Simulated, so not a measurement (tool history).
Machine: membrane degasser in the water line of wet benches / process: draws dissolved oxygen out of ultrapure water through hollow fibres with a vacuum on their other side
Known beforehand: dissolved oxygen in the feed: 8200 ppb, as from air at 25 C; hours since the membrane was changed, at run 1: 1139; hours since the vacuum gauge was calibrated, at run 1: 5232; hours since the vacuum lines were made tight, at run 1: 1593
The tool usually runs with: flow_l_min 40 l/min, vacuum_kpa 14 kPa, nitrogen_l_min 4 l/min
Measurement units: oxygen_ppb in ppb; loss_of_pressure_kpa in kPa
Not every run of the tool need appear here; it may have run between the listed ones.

run	day	flow_l_min	vacuum_kpa	nitrogen_l_min	hours since the membrane was changed	hours since the vacuum gauge was calibrated	hours since the vacuum lines were made tight	oxygen_ppb	loss_of_pressure_kpa
1	0	40	14	4	1139	5232	1593	477.5	52.91
2	3.154	40	14	4	1214	5308	1669	464.1	52.61
3	4.958	40	14	4	1258	5351	1712	470.5	53.13
4	6.846	40	14	4	1303	5396	1758	466.6	52.41
5	10.192	40	14	4	1383	5477	1838	463	52.71
6	12.542	40	14	4	1440	5533	1894	475.6	53.09
7	14.962	40	14	4	1498	5591	1952	469.1	52.86
8	17.55	40	14	4	1560	5653	2015	471.4	52.8
9	19.275	40	14	4	1601	5695	2056	474.6	53.17
10	21.825	40	14	4	1662	5756	2117	480	52.22
11	24.642	40	14	4	1730	5823	2185	468.4	52.78
12	27.254	35	17.7	3.4	1793	5886	2247	527.9	46.57
13	30.317	59	11.3	6.87	1866	5960	2321	512.4	78.15
14	33.15	42	9.1	4	1934	6027	2389	394.1	55.71
15	35.638	51	12.5	2.19	1994	6087	2449	734.9	67.4
16	37.325	31	12.8	4	2034	6128	2489	343.3	40.86
17	39.025	31	12.8	4	2075	6169	2530	334.4	41.27
18	42.242	31	25.7	1.68	2152	6246	2607	999.1	41.24

4 ways to go on from here, each from the tool as it stands after run 18. What would each give?
A	45.388	31	30.7	1.68	2228	6321	2683	?	?
B	45.388	24	19.1	2.3	2228	6321	2683	?	?
C	45.388	48	16.6	11.95	2228	6321	2683	?	?
D	45.388	31	17.4	1.68	2228	6321	2683	?	?

run	oxygen_ppb	loss_of_pressure_kpa
A	1155.7	40.93
B	500.6	31.66
C	413.7	63.55
D	701.4	41.16
With no hidden state in the tool, these same runs would have given:
run	oxygen_ppb	loss_of_pressure_kpa
A	1155.2	40.91
B	500.2	31.65
C	413.3	63.52
D	701	41.15
